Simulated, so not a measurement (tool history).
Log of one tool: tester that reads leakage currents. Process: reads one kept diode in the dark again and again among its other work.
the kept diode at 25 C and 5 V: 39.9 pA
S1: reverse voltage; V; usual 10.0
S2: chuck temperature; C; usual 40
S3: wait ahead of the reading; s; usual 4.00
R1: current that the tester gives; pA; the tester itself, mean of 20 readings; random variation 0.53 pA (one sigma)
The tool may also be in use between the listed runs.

Run 1, hour 0.0: usual settings. Result: R1 175.72 pA.
Run 2, hour 89.0: usual settings. Result: R1 176.98 pA.
Run 3, hour 194.9: usual settings. Result: R1 177.04 pA.
Run 4, hour 240.2: usual settings. Result: R1 176.05 pA.
Run 5, hour 295.3: usual settings. Result: R1 176.14 pA.
Run 6, hour 349.7: usual settings. Result: R1 175.72 pA.
Run 7, hour 456.0: usual settings. Result: R1 175.94 pA.
Run 8, hour 520.7: usual settings but S1 6.7 V. Result: R1 139.56 pA.
Run 9, hour 617.2: usual settings but S3 0.31 s. Result: R1 177.76 pA.
Run 10, hour 677.7: usual settings but S2 30 C. Result: R1 86.78 pA.
Run 11, hour 740.1: usual settings but S3 3.54 s. Result: R1 175.92 pA.
Run 12, hour 803.9: usual settings but S2 24 C, S3 3.54 s. Result: R1 55.53 pA.
Run 13, hour 872.4: usual settings. Result: R1 176.21 pA.
Run 14, hour 960.9: usual settings but S2 34 C. Result: R1 115.78 pA.
Run 15, hour 1021.0: usual settings. Result: R1 175.93 pA.
Run 16, hour 1086.3: usual settings. Result: R1 175.92 pA.
Run 17, hour 1177.6: usual settings. Result: R1 176.26 pA.
Run 18, hour 1264.2: usual settings but S2 24 C. Result: R1 55.18 pA.
Run 19, hour 1318.6: usual settings but S2 24 C. Result: R1 55.02 pA.
Run 20, hour 1365.2: usual settings but S1 6.7 V, S2 24 C, S3 0.89 s. Result: R1 44.19 pA.
Run 21, hour 1419.0: usual settings but S1 6.7 V, S2 24 C, S3 0.89 s. Result: R1 44.28 pA.
Run 22, hour 1492.3: usual settings but S1 10.7 V, S2 56 C, S3 0.89 s. Result: R1 522.24 pA.
Run 23, hour 1547.4: usual settings but S1 1.6 V, S2 56 C, S3 4.45 s. Result: R1 175.12 pA.
Run 24, hour 1631.6: usual settings but S1 7.6 V. Result: R1 150.98 pA.
Run 25, hour 1718.2: usual settings but S1 7.6 V. Result: R1 150.42 pA.
Run 26, hour 1813.9: usual settings but S1 12.5 V, S3 0.43 s. Result: R1 202.14 pA.
Run 27, hour 1912.9: usual settings but S1 9.1 V, S2 53 C, S3 0.63 s. Result: R1 395.24 pA.
Run 28, hour 2022.6: usual settings but S1 11.2 V, S2 29 C, S3 9.90 s. Result: R1 85.61 pA.
Run 29, hour 2076.2: usual settings but S1 2.2 V, S2 20 C, S3 5.76 s. Result: R1 16.97 pA.
Run 30, hour 2131.9: usual settings but S1 1.3 V, S2 22 C, S3 1.96 s. Result: R1 14.70 pA.
Run 31, hour 2227.1: usual settings but S1 1.3 V, S2 22 C, S3 1.96 s. Result: R1 14.70 pA.
Run 32, hour 2309.7: usual settings but S1 11.2 V, S2 57 C. Result: R1 570.41 pA.
Run 33, hour 2411.6: usual settings but S1 1.0 V, S2 35 C, S3 2.73 s. Result: R1 33.19 pA.
Run 34, hour 2477.2: usual settings but S1 1.0 V, S2 35 C, S3 2.73 s. Result: R1 33.28 pA.
Run 35, hour 2559.3: usual settings but S1 1.0 V, S2 35 C, S3 2.73 s. Result: R1 33.21 pA.
Run 36, hour 2636.4: usual settings but S1 14.3 V, S2 59 C, S3 0.93 s. Result: R1 744.34 pA.
Run 37, hour 2703.0: usual settings but S1 1.5 V, S2 20 C, S3 6.17 s. Result: R1 13.60 pA.
Run 38, hour 2810.1: usual settings but S1 15.2 V, S2 37 C, S3 6.17 s. Result: R1 181.64 pA.

Not shown: 2 entries that the log had between the listed runs. Between which runs, and how does the tool's hidden state differ before and after?
Between runs 5 and 6: tester calibrated (hour 305.3)
  current scale over the true one, %: -0.01 -> 0
Between runs 34 and 35: chuck's temperature calibrated (hour 2505.2)
  current scale over the true one, %: 0 -> -0.01; true chuck temperature over the reading, C: -0.01 -> 0

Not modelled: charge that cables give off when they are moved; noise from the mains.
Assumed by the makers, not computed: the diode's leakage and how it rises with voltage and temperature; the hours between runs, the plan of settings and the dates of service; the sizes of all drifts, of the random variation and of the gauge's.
